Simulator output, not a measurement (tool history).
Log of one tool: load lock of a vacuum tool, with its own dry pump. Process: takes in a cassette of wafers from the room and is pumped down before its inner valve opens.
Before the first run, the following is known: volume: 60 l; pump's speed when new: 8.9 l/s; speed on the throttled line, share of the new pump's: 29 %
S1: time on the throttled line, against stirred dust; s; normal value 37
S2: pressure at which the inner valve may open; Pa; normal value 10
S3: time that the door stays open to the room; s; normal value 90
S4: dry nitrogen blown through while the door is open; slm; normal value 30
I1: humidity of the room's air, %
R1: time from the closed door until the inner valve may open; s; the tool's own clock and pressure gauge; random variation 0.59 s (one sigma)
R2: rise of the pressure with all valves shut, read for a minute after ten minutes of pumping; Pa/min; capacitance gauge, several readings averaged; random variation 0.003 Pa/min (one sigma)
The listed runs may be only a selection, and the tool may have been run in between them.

run 1 day=0 | S1=37 S2=10 S3=90 S4=30 | I1=44.7 | R1=101.2 R2=0.033
run 2 day=3.125 | S1=37 S2=10 S3=90 S4=30 | I1=44.3 | R1=101.4 R2=0.041
run 3 day=6.292 | S1=37 S2=10 S3=90 S4=30 | I1=42.8 | R1=100.7 R2=0.035
run 4 day=10.108 | S1=34 S2=10 S3=90 S4=30 | I1=44.1 | R1=86.4 R2=0.033
run 5 day=14.125 | S1=37 S2=10 S3=90 S4=30 | I1=45.4 | R1=89.8 R2=0.035
run 6 day=18.462 | S1=37 S2=10 S3=90 S4=30 | I1=44.5 | R1=88.9 R2=0.034
run 7 day=21.933 | S1=37 S2=10 S3=90 S4=30 | I1=44.6 | R1=88 R2=0.037
run 8 day=26.262 | S1=37 S2=10 S3=90 S4=30 | I1=44.3 | R1=90 R2=0.035
run 9 day=29.862 | S1=37 S2=10 S3=90 S4=30 | I1=49.8 | R1=89.7 R2=0.039
run 10 day=32.767 | S1=55 S2=10 S3=90 S4=30 | I1=42.1 | R1=102.3 R2=0.041
run 11 day=35.354 | S1=23 S2=20 S3=90 S4=30 | I1=48.2 | R1=74.6 R2=0.046
run 12 day=38.188 | S1=23 S2=20 S3=90 S4=30 | I1=48 | R1=74.9 R2=0.045
run 13 day=41.038 | S1=23 S2=20 S3=71 S4=30 | I1=44.2 | R1=75 R2=0.039
run 14 day=43.067 | S1=23 S2=20 S3=62 S4=12 | I1=45 | R1=75.3 R2=0.046
run 15 day=45.879 | S1=28 S2=9 S3=87 S4=9 | I1=42.2 | R1=84.7 R2=0.043

Between the runs listed above, the log contained 1 entry, not reproduced here. Where in the sequence does each belong, and how does what the log doesn't record of the tool's condition differ from the listed run before to the listed run after?
Run 3 -> run 4: dry pump taken out, an overhauled one fitted (day 7.325)
  pump's speed, % of a new pump's: 80.6 -> 100.2; leak at the door's seal, Pa l/s: 0.0167 -> 0.0172
  measured less the result without the state, R1: +12.4 -> -0.1 s; R2: +0.014 -> +0.015 Pa/min

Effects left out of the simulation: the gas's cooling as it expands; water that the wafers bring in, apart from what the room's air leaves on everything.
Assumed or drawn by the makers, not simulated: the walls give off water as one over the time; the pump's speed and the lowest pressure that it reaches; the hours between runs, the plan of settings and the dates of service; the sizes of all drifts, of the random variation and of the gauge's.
